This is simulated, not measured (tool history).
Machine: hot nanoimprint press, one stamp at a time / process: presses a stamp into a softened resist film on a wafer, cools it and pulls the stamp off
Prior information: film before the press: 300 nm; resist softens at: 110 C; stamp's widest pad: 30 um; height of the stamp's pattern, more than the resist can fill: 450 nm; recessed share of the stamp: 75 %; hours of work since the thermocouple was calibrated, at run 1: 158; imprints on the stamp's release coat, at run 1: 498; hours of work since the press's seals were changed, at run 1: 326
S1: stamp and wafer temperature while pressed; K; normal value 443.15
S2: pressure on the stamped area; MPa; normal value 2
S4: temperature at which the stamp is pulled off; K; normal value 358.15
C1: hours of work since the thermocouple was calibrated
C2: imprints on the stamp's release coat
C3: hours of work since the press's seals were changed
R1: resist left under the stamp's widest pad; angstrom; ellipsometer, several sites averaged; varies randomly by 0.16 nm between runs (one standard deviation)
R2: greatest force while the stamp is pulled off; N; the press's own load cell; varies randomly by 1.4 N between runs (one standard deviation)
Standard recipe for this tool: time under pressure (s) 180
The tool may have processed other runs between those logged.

run 1 day=0 | S1=443.15 S2=2 time_under_pressure_(s)=180 S4=358.15 | C1=158 C2=498 C3=326 | R1=1549 R2=185
run 2 day=0.746 | S1=443.15 S2=2 time_under_pressure_(s)=180 S4=358.15 | C1=169 C2=580 C3=336 | R1=1549 R2=187
run 3 day=1.546 | S1=443.15 S2=2 time_under_pressure_(s)=180 S4=358.15 | C1=180 C2=666 C3=347 | R1=1552 R2=186
run 4 day=2.362 | S1=449.15 S2=2 time_under_pressure_(s)=180 S4=358.15 | C1=191 C2=754 C3=359 | R1=1261 R2=189
run 5 day=3.042 | S1=449.15 S2=2 time_under_pressure_(s)=180 S4=350.15 | C1=201 C2=828 C3=368 | R1=1264 R2=229
run 6 day=3.85 | S1=449.15 S2=2 time_under_pressure_(s)=302 S4=350.15 | C1=212 C2=916 C3=379 | R1=1061 R2=237
run 7 day=4.462 | S1=449.15 S2=2 time_under_pressure_(s)=302 S4=350.15 | C1=221 C2=982 C3=388 | R1=1060 R2=233
run 8 day=5.046 | S1=449.15 S2=2 time_under_pressure_(s)=302 S4=350.15 | C1=229 C2=1045 C3=396 | R1=1062 R2=235
run 9 day=5.85 | S1=443.15 S2=2 time_under_pressure_(s)=143 S4=358.15 | C1=240 C2=1133 C3=407 | R1=1657 R2=198
run 10 day=6.412 | S1=443.15 S2=2 time_under_pressure_(s)=143 S4=358.15 | C1=248 C2=1194 C3=415 | R1=1659 R2=199
run 11 day=7.338 | S1=443.15 S2=2 time_under_pressure_(s)=143 S4=358.15 | C1=261 C2=1294 C3=428 | R1=1657 R2=201
-- day=8.312 stamp cleaned and given a new release coat
run 12 day=8.421 | S1=443.15 S2=2 time_under_pressure_(s)=143 S4=358.15 | C1=272 C2=12 C3=440 | R1=1658 R2=175
run 13 day=9.508 | S1=443.15 S2=2 time_under_pressure_(s)=143 S4=358.15 | C1=287 C2=130 C3=455 | R1=1658 R2=178
run 14 day=10.088 | S1=443.15 S2=2.77 time_under_pressure_(s)=143 S4=358.15 | C1=296 C2=193 C3=463 | R1=1401 R2=179
run 15 day=11.258 | S1=443.15 S2=2.77 time_under_pressure_(s)=143 S4=358.15 | C1=312 C2=320 C3=479 | R1=1401 R2=181
run 16 day=12.158 | S1=451.15 S2=2.63 time_under_pressure_(s)=212 S4=358.15 | C1=324 C2=418 C3=492 | R1=955 R2=180
run 17 day=13.3 | S1=451.15 S2=2.63 time_under_pressure_(s)=212 S4=358.15 | C1=340 C2=541 C3=508 | R1=957 R2=186
run 18 day=14.438 | S1=443.15 S2=2.01 time_under_pressure_(s)=180 S4=358.15 | C1=356 C2=664 C3=524 | R1=1541 R2=188
run 19 day=15.238 | S1=443.15 S2=2.01 time_under_pressure_(s)=180 S4=363.15 | C1=367 C2=751 C3=535 | R1=1544 R2=165
run 20 day=16.229 | S1=443.15 S2=2.01 time_under_pressure_(s)=180 S4=363.15 | C1=381 C2=859 C3=549 | R1=1541 R2=166
run 21 day=16.854 | S1=443.15 S2=1.48 time_under_pressure_(s)=97 S4=362.15 | C1=390 C2=927 C3=557 | R1=2094 R2=171
run 22 day=17.517 | S1=443.15 S2=2 time_under_pressure_(s)=146 S4=358.15 | C1=399 C2=998 C3=567 | R1=1643 R2=196
-- day=18.4 plate thermocouple calibrated
run 23 day=18.575 | S1=443.15 S2=2 time_under_pressure_(s)=146 S4=358.15 | C1=2 C2=1099 C3=580 | R1=1676 R2=200
run 24 day=19.742 | S1=433.15 S2=2.63 time_under_pressure_(s)=180 S4=358.15 | C1=19 C2=1226 C3=596 | R1=1966 R2=200
run 25 day=20.388 | S1=443.15 S2=2.46 time_under_pressure_(s)=210 S4=352.15 | C1=28 C2=1296 C3=605 | R1=1349 R2=229
-- day=21.375 stamp cleaned and given a new release coat
run 26 day=21.779 | S1=442.15 S2=2 time_under_pressure_(s)=180 S4=357.15 | C1=44 C2=44 C3=621 | R1=1629 R2=181
run 27 day=22.754 | S1=443.15 S2=1.69 time_under_pressure_(s)=112 S4=353.15 | C1=57 C2=149 C3=634 | R1=1950 R2=199
-- day=23.796 press's hydraulic seals changed and the load cell set to zero
run 28 day=24.167 | S1=444.15 S2=1.69 time_under_pressure_(s)=112 S4=359.15 | C1=72 C2=267 C3=5 | R1=1853 R2=177
run 29 day=24.692 | S1=443.15 S2=2 time_under_pressure_(s)=180 S4=352.15 | C1=80 C2=323 C3=12 | R1=1530 R2=209

Below are 5 alternative next runs, each starting from the tool's condition after run 29. Predict each:
run A day=25.533 | S1=443.15 S2=2 time_under_pressure_(s)=106 S4=362.15 | C1=91 C2=415 C3=24 | R1=? R2=?
run B day=25.533 | S1=443.15 S2=2 time_under_pressure_(s)=268 S4=358.15 | C1=91 C2=415 C3=24 | R1=? R2=?
run C day=25.533 | S1=443.15 S2=2.28 time_under_pressure_(s)=234 S4=361.15 | C1=91 C2=415 C3=24 | R1=? R2=?
run D day=25.533 | S1=443.15 S2=2 time_under_pressure_(s)=104 S4=352.15 | C1=91 C2=415 C3=24 | R1=? R2=?
run E day=25.533 | S1=443.15 S2=2 time_under_pressure_(s)=96 S4=344.15 | C1=91 C2=415 C3=24 | R1=? R2=?

run=A R1=1788 R2=166
run=B R1=1353 R2=185
run=C R1=1311 R2=169
run=D R1=1799 R2=211
run=E R1=1839 R2=249
Take away the tool's hidden state, keep each run's random variation, and the runs would have read:
run=A R1=1794 R2=160
run=B R1=1358 R2=177
run=C R1=1317 R2=162
run=D R1=1806 R2=203
run=E R1=1845 R2=238
